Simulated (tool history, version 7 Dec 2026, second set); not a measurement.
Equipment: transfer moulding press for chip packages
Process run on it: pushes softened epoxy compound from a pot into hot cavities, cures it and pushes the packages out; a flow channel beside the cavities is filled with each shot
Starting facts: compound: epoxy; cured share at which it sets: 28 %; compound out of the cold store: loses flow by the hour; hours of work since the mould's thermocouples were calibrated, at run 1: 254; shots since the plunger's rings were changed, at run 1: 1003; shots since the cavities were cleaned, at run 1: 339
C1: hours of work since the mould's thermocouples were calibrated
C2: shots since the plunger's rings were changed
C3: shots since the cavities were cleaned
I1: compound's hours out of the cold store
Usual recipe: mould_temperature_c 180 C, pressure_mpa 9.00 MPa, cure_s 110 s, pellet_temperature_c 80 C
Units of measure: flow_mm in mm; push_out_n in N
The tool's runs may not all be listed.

run 1 hour=0.0 | mould_temperature_c=180 pressure_mpa=9.00 cure_s=110 pellet_temperature_c=80 | C1=254 C2=1003 C3=339 | I1=25.1 | flow_mm=801 push_out_n=295
-- hour=55.3 cavities cleaned with cleaning compound and waxed
run 2 hour=93.3 | mould_temperature_c=180 pressure_mpa=9.00 cure_s=110 pellet_temperature_c=80 | C1=306 C2=1934 C3=385 | I1=44.0 | flow_mm=718 push_out_n=290
-- hour=151.3 cavities cleaned with cleaning compound and waxed
run 3 hour=152.8 | mould_temperature_c=180 pressure_mpa=9.00 cure_s=110 pellet_temperature_c=80 | C1=339 C2=2523 C3=16 | I1=16.5 | flow_mm=798 push_out_n=229
run 4 hour=194.8 | mould_temperature_c=180 pressure_mpa=9.00 cure_s=110 pellet_temperature_c=80 | C1=363 C2=2948 C3=441 | I1=38.2 | flow_mm=708 push_out_n=297
run 5 hour=236.7 | mould_temperature_c=180 pressure_mpa=9.00 cure_s=110 pellet_temperature_c=80 | C1=387 C2=3374 C3=867 | I1=26.3 | flow_mm=750 push_out_n=362
-- hour=245.9 cavities cleaned with cleaning compound and waxed
run 6 hour=287.6 | mould_temperature_c=180 pressure_mpa=9.00 cure_s=110 pellet_temperature_c=80 | C1=415 C2=3875 C3=423 | I1=14.7 | flow_mm=768 push_out_n=321
-- hour=337.8 cavities cleaned with cleaning compound and waxed
run 7 hour=337.8 | mould_temperature_c=180 pressure_mpa=9.00 cure_s=110 pellet_temperature_c=80 | C1=442 C2=4368 C3=0 | I1=12.5 | flow_mm=783 push_out_n=225
run 8 hour=403.6 | mould_temperature_c=180 pressure_mpa=9.00 cure_s=110 pellet_temperature_c=79 | C1=479 C2=5035 C3=667 | I1=37.6 | flow_mm=667 push_out_n=338
-- hour=412.6 mould's thermocouples calibrated
-- hour=432.3 cavities cleaned with cleaning compound and waxed
-- hour=479.4 plunger's sealing rings changed
run 9 hour=500.2 | mould_temperature_c=180 pressure_mpa=9.00 cure_s=110 pellet_temperature_c=79 | C1=47 C2=210 C3=663 | I1=42.5 | flow_mm=725 push_out_n=349
-- hour=525.4 cavities cleaned with cleaning compound and waxed
run 10 hour=567.5 | mould_temperature_c=180 pressure_mpa=9.00 cure_s=110 pellet_temperature_c=79 | C1=85 C2=878 C3=427 | I1=25.8 | flow_mm=782 push_out_n=318
-- hour=616.7 cavities cleaned with cleaning compound and waxed
run 11 hour=667.5 | mould_temperature_c=180 pressure_mpa=7.71 cure_s=110 pellet_temperature_c=79 | C1=141 C2=1877 C3=515 | I1=8.9 | flow_mm=778 push_out_n=339
-- hour=710.1 cavities cleaned with cleaning compound and waxed
run 12 hour=763.6 | mould_temperature_c=178 pressure_mpa=9.00 cure_s=110 pellet_temperature_c=80 | C1=194 C2=2837 C3=543 | I1=44.9 | flow_mm=703 push_out_n=327
-- hour=787.2 mould's thermocouples calibrated, once more
-- hour=805.9 cavities cleaned with cleaning compound and waxed
run 13 hour=818.7 | mould_temperature_c=178 pressure_mpa=9.00 cure_s=110 pellet_temperature_c=80 | C1=17 C2=3360 C3=130 | I1=36.0 | flow_mm=716 push_out_n=271
run 14 hour=867.9 | mould_temperature_c=180 pressure_mpa=7.17 cure_s=110 pellet_temperature_c=78 | C1=45 C2=3859 C3=629 | I1=31.1 | flow_mm=652 push_out_n=349
-- hour=902.1 cavities cleaned with cleaning compound and waxed
run 15 hour=935.5 | mould_temperature_c=180 pressure_mpa=9.00 cure_s=110 pellet_temperature_c=87 | C1=82 C2=4529 C3=338 | I1=46.6 | flow_mm=664 push_out_n=298
-- hour=995.2 cavities cleaned with cleaning compound and waxed
run 16 hour=997.1 | mould_temperature_c=183 pressure_mpa=9.00 cure_s=110 pellet_temperature_c=80 | C1=116 C2=5139 C3=20 | I1=46.6 | flow_mm=640 push_out_n=223
-- hour=1058.1 plunger's sealing rings changed
-- hour=1089.8 cavities cleaned with cleaning compound and waxed
run 17 hour=1094.3 | mould_temperature_c=183 pressure_mpa=10.83 cure_s=110 pellet_temperature_c=80 | C1=169 C2=352 C3=45 | I1=48.0 | flow_mm=783 push_out_n=223
run 18 hour=1175.8 | mould_temperature_c=172 pressure_mpa=9.00 cure_s=104 pellet_temperature_c=75 | C1=216 C2=1179 C3=872 | I1=16.7 | flow_mm=855 push_out_n=649
-- hour=1185.7 cavities cleaned with cleaning compound and waxed
run 19 hour=1260.7 | mould_temperature_c=175 pressure_mpa=9.29 cure_s=104 pellet_temperature_c=75 | C1=263 C2=2024 C3=760 | I1=36.7 | flow_mm=763 push_out_n=466
-- hour=1277.4 cavities cleaned with cleaning compound and waxed
run 20 hour=1314.2 | mould_temperature_c=180 pressure_mpa=8.65 cure_s=121 pellet_temperature_c=80 | C1=292 C2=2552 C3=374 | I1=16.3 | flow_mm=789 push_out_n=285
-- hour=1368.7 cavities cleaned with cleaning compound and waxed
run 21 hour=1415.8 | mould_temperature_c=172 pressure_mpa=8.65 cure_s=103 pellet_temperature_c=80 | C1=349 C2=3567 C3=478 | I1=8.1 | flow_mm=821 push_out_n=566

What does the tool deliver on the next run?
-- hour=1461.0 cavities cleaned with cleaning compound and waxed
run 22 hour=1517.6 | mould_temperature_c=183 pressure_mpa=9.00 cure_s=108 pellet_temperature_c=80 | C1=406 C2=4584 C3=574 | I1=46.0 | flow_mm=? push_out_n=?

flow_mm: 661 mm
push_out_n: 319 N
With the hidden condition absent and the run-to-run variation left alone, this run would have shown flow_mm 734 mm, push_out_n 209 N.

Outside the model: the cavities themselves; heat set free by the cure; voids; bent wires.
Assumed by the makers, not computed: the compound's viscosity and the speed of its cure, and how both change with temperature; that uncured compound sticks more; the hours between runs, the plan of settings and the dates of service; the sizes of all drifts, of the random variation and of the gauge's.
